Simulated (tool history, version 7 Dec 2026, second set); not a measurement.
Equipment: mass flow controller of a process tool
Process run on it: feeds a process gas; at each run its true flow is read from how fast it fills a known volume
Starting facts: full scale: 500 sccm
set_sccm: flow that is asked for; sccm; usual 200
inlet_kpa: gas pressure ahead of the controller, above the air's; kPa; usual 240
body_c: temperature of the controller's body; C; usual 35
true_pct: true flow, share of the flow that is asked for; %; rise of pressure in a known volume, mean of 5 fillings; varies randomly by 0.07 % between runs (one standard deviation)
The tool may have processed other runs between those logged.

{"run": 1, "hour": 0.0, "set_sccm": 200, "inlet_kpa": 240, "body_c": 35, "true_pct": 99.3}
{"run": 2, "hour": 138.4, "set_sccm": 200, "inlet_kpa": 240, "body_c": 25, "true_pct": 99.03}
{"run": 3, "hour": 304.4, "set_sccm": 200, "inlet_kpa": 240, "body_c": 25, "true_pct": 99.12}
{"run": 4, "hour": 413.1, "set_sccm": 200, "inlet_kpa": 240, "body_c": 25, "true_pct": 99.08}
{"run": 5, "hour": 575.9, "set_sccm": 461, "inlet_kpa": 240, "body_c": 25, "true_pct": 100.01}
{"run": 6, "hour": 704.2, "set_sccm": 461, "inlet_kpa": 240, "body_c": 25, "true_pct": 99.94}
{"run": 7, "hour": 843.0, "set_sccm": 461, "inlet_kpa": 240, "body_c": 25, "true_pct": 100}
{"run": 8, "hour": 1065.1, "set_sccm": 461, "inlet_kpa": 240, "body_c": 25, "true_pct": 100}
{"run": 9, "hour": 1207.0, "set_sccm": 461, "inlet_kpa": 240, "body_c": 25, "true_pct": 100.15}
{"run": 10, "hour": 1373.7, "set_sccm": 461, "inlet_kpa": 240, "body_c": 25, "true_pct": 100.17}
{"run": 11, "hour": 1514.3, "set_sccm": 200, "inlet_kpa": 240, "body_c": 35, "true_pct": 99.61}
{"run": 12, "hour": 1627.3, "set_sccm": 200, "inlet_kpa": 240, "body_c": 35, "true_pct": 99.55}
{"run": 13, "hour": 1725.6, "set_sccm": 63, "inlet_kpa": 240, "body_c": 35, "true_pct": 99.63}
{"run": 14, "hour": 1857.8, "set_sccm": 63, "inlet_kpa": 240, "body_c": 35, "true_pct": 99.72}
{"run": 15, "hour": 2020.0, "set_sccm": 221, "inlet_kpa": 240, "body_c": 35, "true_pct": 99.59}
{"run": 16, "hour": 2181.7, "set_sccm": 221, "inlet_kpa": 240, "body_c": 35, "true_pct": 99.69}
{"run": 17, "hour": 2336.9, "set_sccm": 221, "inlet_kpa": 240, "body_c": 35, "true_pct": 99.75}
{"run": 18, "hour": 2555.3, "set_sccm": 200, "inlet_kpa": 200, "body_c": 35, "true_pct": 99.8}
{"run": 19, "hour": 2768.9, "set_sccm": 200, "inlet_kpa": 200, "body_c": 35, "true_pct": 99.83}
{"run": 20, "hour": 2992.3, "set_sccm": 200, "inlet_kpa": 200, "body_c": 35, "true_pct": 99.75}
{"run": 21, "hour": 3206.6, "set_sccm": 200, "inlet_kpa": 200, "body_c": 35, "true_pct": 99.69}
{"run": 22, "hour": 3389.0, "set_sccm": 211, "inlet_kpa": 250, "body_c": 35, "true_pct": 99.85}
{"run": 23, "hour": 3596.1, "set_sccm": 211, "inlet_kpa": 250, "body_c": 24, "true_pct": 99.68}
{"run": 24, "hour": 3766.8, "set_sccm": 211, "inlet_kpa": 277, "body_c": 22, "true_pct": 99.73}
{"run": 25, "hour": 3954.3, "set_sccm": 211, "inlet_kpa": 155, "body_c": 22, "true_pct": 99.62}
{"run": 26, "hour": 4057.6, "set_sccm": 56, "inlet_kpa": 155, "body_c": 22, "true_pct": 100.34}
{"run": 27, "hour": 4175.3, "set_sccm": 200, "inlet_kpa": 191, "body_c": 35, "true_pct": 99.9}
{"run": 28, "hour": 4387.0, "set_sccm": 200, "inlet_kpa": 191, "body_c": 23, "true_pct": 99.71}
{"run": 29, "hour": 4593.7, "set_sccm": 200, "inlet_kpa": 191, "body_c": 23, "true_pct": 99.8}
{"run": 30, "hour": 4767.5, "set_sccm": 326, "inlet_kpa": 277, "body_c": 23, "true_pct": 100.25}
{"run": 31, "hour": 4859.5, "set_sccm": 326, "inlet_kpa": 277, "body_c": 23, "true_pct": 100.15}
{"run": 32, "hour": 5009.8, "set_sccm": 200, "inlet_kpa": 240, "body_c": 27, "true_pct": 100.02}
{"run": 33, "hour": 5139.9, "set_sccm": 200, "inlet_kpa": 240, "body_c": 27, "true_pct": 100.06}
{"run": 34, "hour": 5265.9, "set_sccm": 131, "inlet_kpa": 216, "body_c": 34, "true_pct": 100.28}
{"run": 35, "hour": 5449.1, "set_sccm": 86, "inlet_kpa": 236, "body_c": 33, "true_pct": 100.69}
{"run": 36, "hour": 5665.5, "set_sccm": 86, "inlet_kpa": 236, "body_c": 33, "true_pct": 100.72}
{"run": 37, "hour": 5882.3, "set_sccm": 86, "inlet_kpa": 236, "body_c": 33, "true_pct": 100.72}
{"run": 38, "hour": 6106.5, "set_sccm": 51, "inlet_kpa": 146, "body_c": 21, "true_pct": 101.19}
{"run": 39, "hour": 6282.4, "set_sccm": 112, "inlet_kpa": 197, "body_c": 21, "true_pct": 100.17}
{"run": 40, "hour": 6400.7, "set_sccm": 96, "inlet_kpa": 166, "body_c": 34, "true_pct": 100.68}
{"run": 41, "hour": 6617.1, "set_sccm": 156, "inlet_kpa": 196, "body_c": 28, "true_pct": 100.13}

How would selected steps in true_pct from run to run divide? Give the signed amount a tool lacking its hidden state would still show from settings, what came in and random variation, and the signed amount left for the hidden state, including any gauge scatter that is not in both of the compared results.
The tool's hidden condition here consists of: flow at rest that the sensor doesn't see, % of full scale; true flow over the shown one, %; drift of the gauge itself on true_pct, %.
Run 4 -> 5: set_sccm 200 -> 461. true_pct +0.93 %: hidden state -0.07, all else +1.
Run 25 -> 26: set_sccm 211 -> 56. true_pct +0.72 %: hidden state +1.17, all else -0.45.
Run 26 -> 27: set_sccm 56 -> 200, inlet_kpa 155 -> 191, body_c 22 -> 35. true_pct -0.44 %: hidden state -1.1, all else +0.66.
Run 38 -> 39: set_sccm 51 -> 112, inlet_kpa 146 -> 197. true_pct -1.02 %: hidden state -1.21, all else +0.19.

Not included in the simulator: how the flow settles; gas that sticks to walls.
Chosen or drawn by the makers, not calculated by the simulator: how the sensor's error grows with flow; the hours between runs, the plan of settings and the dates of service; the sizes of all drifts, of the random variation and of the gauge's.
